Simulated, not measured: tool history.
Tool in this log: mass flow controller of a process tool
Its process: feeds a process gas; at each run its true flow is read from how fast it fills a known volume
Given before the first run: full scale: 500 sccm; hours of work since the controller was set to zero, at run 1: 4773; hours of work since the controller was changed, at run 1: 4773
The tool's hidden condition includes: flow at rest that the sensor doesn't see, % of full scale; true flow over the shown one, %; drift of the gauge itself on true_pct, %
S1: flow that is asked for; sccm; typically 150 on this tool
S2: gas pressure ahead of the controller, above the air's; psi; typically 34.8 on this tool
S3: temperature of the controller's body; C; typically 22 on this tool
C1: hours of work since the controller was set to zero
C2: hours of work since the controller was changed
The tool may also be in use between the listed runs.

{"run": 1, "hour": 0.0, "S1": 150, "S2": 34.8, "S3": 22, "C1": 4773, "C2": 4773, "true flow (%)": 98.09}
{"run": 2, "hour": 204.7, "S1": 150, "S2": 34.8, "S3": 22, "C1": 4919, "C2": 4919, "true flow (%)": 98.12}
{"run": 3, "hour": 441.7, "S1": 150, "S2": 34.8, "S3": 22, "C1": 5089, "C2": 5089, "true flow (%)": 98.1}
{"run": 4, "hour": 567.7, "S1": 150, "S2": 34.8, "S3": 22, "C1": 5179, "C2": 5179, "true flow (%)": 98.13}
{"run": 5, "hour": 708.7, "S1": 151, "S2": 34.8, "S3": 22, "C1": 5280, "C2": 5280, "true flow (%)": 98.26}
{"run": 6, "hour": 830.2, "S1": 151, "S2": 34.8, "S3": 22, "C1": 5367, "C2": 5367, "true flow (%)": 98.24}
{"run": 7, "hour": 958.6, "S1": 150, "S2": 34.8, "S3": 38, "C1": 5459, "C2": 5459, "true flow (%)": 97.41}
{"run": 8, "hour": 1149.2, "S1": 150, "S2": 34.8, "S3": 38, "C1": 5596, "C2": 5596, "true flow (%)": 97.56}
{"run": 9, "hour": 1336.1, "S1": 150, "S2": 34.8, "S3": 38, "C1": 5730, "C2": 5730, "true flow (%)": 97.51}
{"hour": 1588.8, "done": "controller's zero set anew"}
{"run": 10, "hour": 1588.8, "S1": 150, "S2": 34.8, "S3": 37, "C1": 0, "C2": 5910, "true flow (%)": 97.78}
{"hour": 1660.5, "done": "controller exchanged for a calibrated one"}
{"run": 11, "hour": 1723.4, "S1": 150, "S2": 34.8, "S3": 37, "C1": 45, "C2": 45, "true flow (%)": 97.89}
{"run": 12, "hour": 1891.5, "S1": 150, "S2": 34.8, "S3": 37, "C1": 165, "C2": 165, "true flow (%)": 97.94}
{"run": 13, "hour": 2082.6, "S1": 150, "S2": 36.5, "S3": 24, "C1": 302, "C2": 302, "true flow (%)": 98.66}
{"run": 14, "hour": 2287.6, "S1": 295, "S2": 35.8, "S3": 21, "C1": 449, "C2": 449, "true flow (%)": 99.88}
{"run": 15, "hour": 2429.0, "S1": 295, "S2": 24.7, "S3": 21, "C1": 550, "C2": 550, "true flow (%)": 99.58}
{"run": 16, "hour": 2662.5, "S1": 287, "S2": 23.6, "S3": 24, "C1": 718, "C2": 718, "true flow (%)": 99.09}
{"run": 17, "hour": 2808.0, "S1": 79, "S2": 36.8, "S3": 32, "C1": 822, "C2": 822, "true flow (%)": 97.91}
{"run": 18, "hour": 2968.7, "S1": 76, "S2": 35.5, "S3": 22, "C1": 937, "C2": 937, "true flow (%)": 98.47}
{"hour": 3116.7, "done": "gauge calibrated"}
{"run": 19, "hour": 3165.5, "S1": 76, "S2": 35.5, "S3": 22, "C1": 1078, "C2": 1078, "true flow (%)": 97.46}
{"run": 20, "hour": 3374.2, "S1": 76, "S2": 35.5, "S3": 22, "C1": 1228, "C2": 1228, "true flow (%)": 97.63}
{"run": 21, "hour": 3640.5, "S1": 76, "S2": 35.5, "S3": 22, "C1": 1418, "C2": 1418, "true flow (%)": 97.71}
{"run": 22, "hour": 3811.4, "S1": 99, "S2": 25.8, "S3": 25, "C1": 1541, "C2": 1541, "true flow (%)": 97.38}
{"run": 23, "hour": 4077.2, "S1": 99, "S2": 25.8, "S3": 25, "C1": 1731, "C2": 1731, "true flow (%)": 97.51}

Here are 3 independent what-if runs from the current tool condition. What would each one return?
{"run": "A", "hour": 4318.8, "S1": 254, "S2": 20.9, "S3": 25, "C1": 1904, "C2": 1904, "true flow (%)": "?"}
{"run": "B", "hour": 4318.8, "S1": 191, "S2": 25.4, "S3": 34, "C1": 1904, "C2": 1904, "true flow (%)": "?"}
{"run": "C", "hour": 4318.8, "S1": 99, "S2": 22.5, "S3": 25, "C1": 1904, "C2": 1904, "true flow (%)": "?"}

run=A true_flow_(%)=98.38
run=B true_flow_(%)=97.63
run=C true_flow_(%)=97.37
Had the tool no hidden state, the same runs would have come out as:
run=A true_flow_(%)=97.96
run=B true_flow_(%)=97.21
run=C true_flow_(%)=96.97
